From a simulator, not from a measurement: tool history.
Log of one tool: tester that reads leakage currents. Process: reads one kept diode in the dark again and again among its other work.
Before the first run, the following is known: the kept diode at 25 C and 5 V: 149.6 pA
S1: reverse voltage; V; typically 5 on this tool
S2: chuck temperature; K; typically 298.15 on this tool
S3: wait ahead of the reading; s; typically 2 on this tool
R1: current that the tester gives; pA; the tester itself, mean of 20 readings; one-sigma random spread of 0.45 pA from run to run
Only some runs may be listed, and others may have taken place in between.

run,hour,S1,S2,S3,R1
1,0,5,298.15,2,175.61
2,58.4,5,296.15,2,148.1
3,106.1,5,298.15,2,178.56
4,151.3,5,298.15,2,179.03
5,226.4,5,298.15,2,181.18
6,288.3,5.63,298.15,2,194.2
7,350.5,5,294.15,2,129.92
8,429.8,5,329.15,2,2291
9,483.4,5,329.15,2,2303.27
10,522.8,5,329.15,2,2310.7
11,570.1,5,329.15,2,2323.44
# hour 593: probe card cleaned and baked
12,637.3,5,329.15,2,2348.92
13,712.8,5,329.15,2,2363.7
# hour 781.2: chuck's temperature calibrated
14,792,5,329.15,2,1978.26
15,856.6,5,329.15,2,1993.06
16,898.3,5,329.15,2,2009.24
17,943.7,3.39,298.15,2,134.33
# hour 980.7: probe card cleaned and baked, once more
18,982.3,3.39,298.15,0.84,127.66
19,1064,3.39,298.15,0.84,128.32
20,1097.1,6.07,298.15,2,175.77
21,1150.8,2.8,300.15,2,141.62
22,1189.3,14.31,300.15,8.46,333.61
23,1268.1,8.29,319.15,0.67,1256.08
24,1346.7,8.29,319.15,0.67,1264.4
25,1410.9,1.93,317.15,0.81,512.12
26,1483.2,9,329.15,1.53,2902.95
27,1542.7,9,329.15,1.53,2919.34
28,1609.4,9,329.15,1.53,2942.06
29,1687.4,4.75,298.15,2,169.73
30,1744.5,3.29,319.15,3.35,825.28
31,1806,5,298.15,8.57,177.24
32,1869.1,4.78,298.15,0.99,175.48
33,1936.5,4.78,298.15,0.99,177.85
34,1993.1,3.35,326.15,1,1483.79
35,2072.8,3.35,326.15,1,1493.84
36,2117.3,3.15,323.15,4.86,1154.67
37,2183.7,11.62,323.15,3.58,2294.53
38,2255.5,1.18,298.15,7.45,89.49
# hour 2284: chuck's temperature calibrated
39,2334.2,1.79,324.15,0.96,805.76

Per-run results on a tool with no hidden state, each run keeping its own random variation:
Unlogged tool condition in this case: stray current of the dirty probe card, pA a volt; current scale over the true one, %; true chuck temperature over the reading, C; drift of the gauge itself on leakage_pa, %.
run,R1
1,150.2
2,124.67
3,150.21
4,149.52
5,149.63
6,158.68
7,103.51
8,1950.95
9,1949.26
10,1946.38
11,1946.65
12,1949.29
13,1943.96
14,1944.91
15,1943.79
16,1950.44
17,122.61
18,122.8
19,121.86
20,166.02
21,132.81
22,310.12
23,1168.46
24,1164
25,467.42
26,2640.98
27,2636.44
28,2635.76
29,145.91
30,722.35
31,149.4
32,146.5
33,146.91
34,1265.89
35,1262.67
36,967.17
37,1902.66
38,70.95
39,778.76

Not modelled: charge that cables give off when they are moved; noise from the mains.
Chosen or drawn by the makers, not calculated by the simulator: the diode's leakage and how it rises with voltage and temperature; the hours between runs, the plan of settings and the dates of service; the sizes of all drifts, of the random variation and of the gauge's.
